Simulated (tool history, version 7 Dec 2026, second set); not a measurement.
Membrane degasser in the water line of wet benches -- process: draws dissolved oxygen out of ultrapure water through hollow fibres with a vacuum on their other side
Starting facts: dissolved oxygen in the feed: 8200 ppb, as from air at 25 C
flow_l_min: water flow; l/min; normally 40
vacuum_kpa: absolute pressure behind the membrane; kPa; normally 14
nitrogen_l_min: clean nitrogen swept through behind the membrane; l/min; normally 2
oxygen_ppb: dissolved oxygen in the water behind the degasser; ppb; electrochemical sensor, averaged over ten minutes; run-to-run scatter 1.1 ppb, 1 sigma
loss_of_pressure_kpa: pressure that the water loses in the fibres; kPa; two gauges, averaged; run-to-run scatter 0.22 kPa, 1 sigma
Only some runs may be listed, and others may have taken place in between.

{"run": 1, "hour": 0.0, "flow_l_min": 40, "vacuum_kpa": 14, "nitrogen_l_min": 2, "oxygen_ppb": 467.2, "loss_of_pressure_kpa": 57.16}
{"run": 2, "hour": 171.8, "flow_l_min": 40, "vacuum_kpa": 14, "nitrogen_l_min": 2, "oxygen_ppb": 470, "loss_of_pressure_kpa": 57.25}
{"run": 3, "hour": 484.2, "flow_l_min": 40, "vacuum_kpa": 14, "nitrogen_l_min": 2, "oxygen_ppb": 470, "loss_of_pressure_kpa": 56.97}
{"run": 4, "hour": 657.6, "flow_l_min": 26, "vacuum_kpa": 14, "nitrogen_l_min": 2, "oxygen_ppb": 319.8, "loss_of_pressure_kpa": 37.29}
{"run": 5, "hour": 954.6, "flow_l_min": 26, "vacuum_kpa": 14, "nitrogen_l_min": 2, "oxygen_ppb": 319.1, "loss_of_pressure_kpa": 37.5}
{"run": 6, "hour": 1204.9, "flow_l_min": 32, "vacuum_kpa": 14, "nitrogen_l_min": 2, "oxygen_ppb": 383.7, "loss_of_pressure_kpa": 46.15}
{"run": 7, "hour": 1380.0, "flow_l_min": 32, "vacuum_kpa": 14, "nitrogen_l_min": 2, "oxygen_ppb": 382.9, "loss_of_pressure_kpa": 45.97}
{"run": 8, "hour": 1560.9, "flow_l_min": 32, "vacuum_kpa": 14, "nitrogen_l_min": 2, "oxygen_ppb": 384.8, "loss_of_pressure_kpa": 45.96}
{"run": 9, "hour": 1729.4, "flow_l_min": 32, "vacuum_kpa": 14, "nitrogen_l_min": 2, "oxygen_ppb": 386.8, "loss_of_pressure_kpa": 46.24}
{"run": 10, "hour": 1988.8, "flow_l_min": 40, "vacuum_kpa": 14, "nitrogen_l_min": 2, "oxygen_ppb": 473.2, "loss_of_pressure_kpa": 58.11}
{"run": 11, "hour": 2129.9, "flow_l_min": 40, "vacuum_kpa": 14, "nitrogen_l_min": 2, "oxygen_ppb": 469, "loss_of_pressure_kpa": 57.49}
{"run": 12, "hour": 2275.0, "flow_l_min": 40, "vacuum_kpa": 14, "nitrogen_l_min": 2, "oxygen_ppb": 472.2, "loss_of_pressure_kpa": 58.21}
{"run": 13, "hour": 2549.0, "flow_l_min": 40, "vacuum_kpa": 14, "nitrogen_l_min": 2.8, "oxygen_ppb": 356.3, "loss_of_pressure_kpa": 57.67}
{"run": 14, "hour": 2725.7, "flow_l_min": 40, "vacuum_kpa": 14, "nitrogen_l_min": 2.58, "oxygen_ppb": 382.7, "loss_of_pressure_kpa": 57.85}
{"run": 15, "hour": 3025.3, "flow_l_min": 40, "vacuum_kpa": 14, "nitrogen_l_min": 2.58, "oxygen_ppb": 383, "loss_of_pressure_kpa": 58.01}
{"hour": 3130.7, "done": "vacuum gauge calibrated"}
{"run": 16, "hour": 3242.0, "flow_l_min": 40, "vacuum_kpa": 14, "nitrogen_l_min": 2.58, "oxygen_ppb": 376.9, "loss_of_pressure_kpa": 58.32}
{"run": 17, "hour": 3405.5, "flow_l_min": 40, "vacuum_kpa": 14, "nitrogen_l_min": 2.58, "oxygen_ppb": 379.3, "loss_of_pressure_kpa": 58.15}
{"run": 18, "hour": 3634.6, "flow_l_min": 40, "vacuum_kpa": 21.8, "nitrogen_l_min": 2.58, "oxygen_ppb": 624.2, "loss_of_pressure_kpa": 58.19}
{"run": 19, "hour": 3868.9, "flow_l_min": 36, "vacuum_kpa": 14, "nitrogen_l_min": 1.46, "oxygen_ppb": 550, "loss_of_pressure_kpa": 52.65}
{"run": 20, "hour": 4111.2, "flow_l_min": 30, "vacuum_kpa": 26.9, "nitrogen_l_min": 1.65, "oxygen_ppb": 888.2, "loss_of_pressure_kpa": 44.04}
{"run": 21, "hour": 4387.8, "flow_l_min": 63, "vacuum_kpa": 11.2, "nitrogen_l_min": 3.04, "oxygen_ppb": 417.3, "loss_of_pressure_kpa": 91.92}
{"run": 22, "hour": 4617.8, "flow_l_min": 63, "vacuum_kpa": 11.2, "nitrogen_l_min": 3.04, "oxygen_ppb": 419.8, "loss_of_pressure_kpa": 92.06}
{"run": 23, "hour": 4904.3, "flow_l_min": 40, "vacuum_kpa": 20.1, "nitrogen_l_min": 1.84, "oxygen_ppb": 755, "loss_of_pressure_kpa": 58.84}
{"run": 24, "hour": 5148.5, "flow_l_min": 40, "vacuum_kpa": 20.1, "nitrogen_l_min": 1.07, "oxygen_ppb": 1152.5, "loss_of_pressure_kpa": 58.85}
{"run": 25, "hour": 5380.4, "flow_l_min": 40, "vacuum_kpa": 25, "nitrogen_l_min": 2.58, "oxygen_ppb": 727.4, "loss_of_pressure_kpa": 59.65}
{"run": 26, "hour": 5675.4, "flow_l_min": 46, "vacuum_kpa": 15.3, "nitrogen_l_min": 2.03, "oxygen_ppb": 585.6, "loss_of_pressure_kpa": 67.87}
{"run": 27, "hour": 5918.1, "flow_l_min": 46, "vacuum_kpa": 24.5, "nitrogen_l_min": 1.49, "oxygen_ppb": 1225, "loss_of_pressure_kpa": 68.19}
{"run": 28, "hour": 6071.0, "flow_l_min": 36, "vacuum_kpa": 10.1, "nitrogen_l_min": 1.49, "oxygen_ppb": 358.2, "loss_of_pressure_kpa": 53.51}
{"run": 29, "hour": 6219.2, "flow_l_min": 36, "vacuum_kpa": 10.1, "nitrogen_l_min": 1.49, "oxygen_ppb": 359.3, "loss_of_pressure_kpa": 53.89}
{"hour": 6327.1, "done": "seals of the vacuum lines changed"}
{"run": 30, "hour": 6424.5, "flow_l_min": 45, "vacuum_kpa": 10.1, "nitrogen_l_min": 1.49, "oxygen_ppb": 438.4, "loss_of_pressure_kpa": 67}
{"hour": 6631.2, "done": "membrane cartridge changed"}
{"run": 31, "hour": 6695.5, "flow_l_min": 45, "vacuum_kpa": 10.1, "nitrogen_l_min": 1.49, "oxygen_ppb": 429.7, "loss_of_pressure_kpa": 60.02}
{"run": 32, "hour": 6844.3, "flow_l_min": 45, "vacuum_kpa": 10.1, "nitrogen_l_min": 1.49, "oxygen_ppb": 429.7, "loss_of_pressure_kpa": 60.19}

Subtracting, for every run, the result it would have given without the tool's unlogged condition from the measured result gives the following. The same run-to-run variation enters both numbers; the gauge's scatter may not:
Hidden state at play: membrane still open, %; true pressure behind the membrane over the reading, kPa; air that leaks in behind the membrane, l/min; drift of the gauge itself on oxygen_ppb, %; drift of the gauge itself on loss_of_pressure_kpa, %.
run=1 oxygen_ppb=+5.8 loss_of_pressure_kpa=+3.77
run=2 oxygen_ppb=+6.1 loss_of_pressure_kpa=+3.83
run=3 oxygen_ppb=+6.6 loss_of_pressure_kpa=+3.91
run=4 oxygen_ppb=+4.2 loss_of_pressure_kpa=+2.59
run=5 oxygen_ppb=+4.6 loss_of_pressure_kpa=+2.67
run=6 oxygen_ppb=+5.5 loss_of_pressure_kpa=+3.34
run=7 oxygen_ppb=+5.7 loss_of_pressure_kpa=+3.4
run=8 oxygen_ppb=+5.9 loss_of_pressure_kpa=+3.43
run=9 oxygen_ppb=+6.2 loss_of_pressure_kpa=+3.48
run=10 oxygen_ppb=+8.7 loss_of_pressure_kpa=+4.44
run=11 oxygen_ppb=+8.9 loss_of_pressure_kpa=+4.47
run=12 oxygen_ppb=+9.1 loss_of_pressure_kpa=+4.54
run=13 oxygen_ppb=+8.7 loss_of_pressure_kpa=+4.62
run=14 oxygen_ppb=+9.1 loss_of_pressure_kpa=+4.67
run=15 oxygen_ppb=+9.6 loss_of_pressure_kpa=+4.76
run=16 oxygen_ppb=+5.3 loss_of_pressure_kpa=+4.85
run=17 oxygen_ppb=+5.5 loss_of_pressure_kpa=+4.9
run=18 oxygen_ppb=+7.5 loss_of_pressure_kpa=+4.98
run=19 oxygen_ppb=+4.3 loss_of_pressure_kpa=+4.58
run=20 oxygen_ppb=+8.8 loss_of_pressure_kpa=+3.85
run=21 oxygen_ppb=+24.4 loss_of_pressure_kpa=+8.28
run=22 oxygen_ppb=+25.2 loss_of_pressure_kpa=+8.38
run=23 oxygen_ppb=+9.1 loss_of_pressure_kpa=+5.44
run=24 oxygen_ppb=+7.4 loss_of_pressure_kpa=+5.51
run=25 oxygen_ppb=+11.1 loss_of_pressure_kpa=+5.65
run=26 oxygen_ppb=+12.3 loss_of_pressure_kpa=+6.58
run=27 oxygen_ppb=+13.6 loss_of_pressure_kpa=+6.65
run=28 oxygen_ppb=+6.6 loss_of_pressure_kpa=+5.28
run=29 oxygen_ppb=+6.9 loss_of_pressure_kpa=+5.36
run=30 oxygen_ppb=+10.1 loss_of_pressure_kpa=+6.73
run=31 oxygen_ppb=+2.3 loss_of_pressure_kpa=+0.01
run=32 oxygen_ppb=+2.5 loss_of_pressure_kpa=+0.07
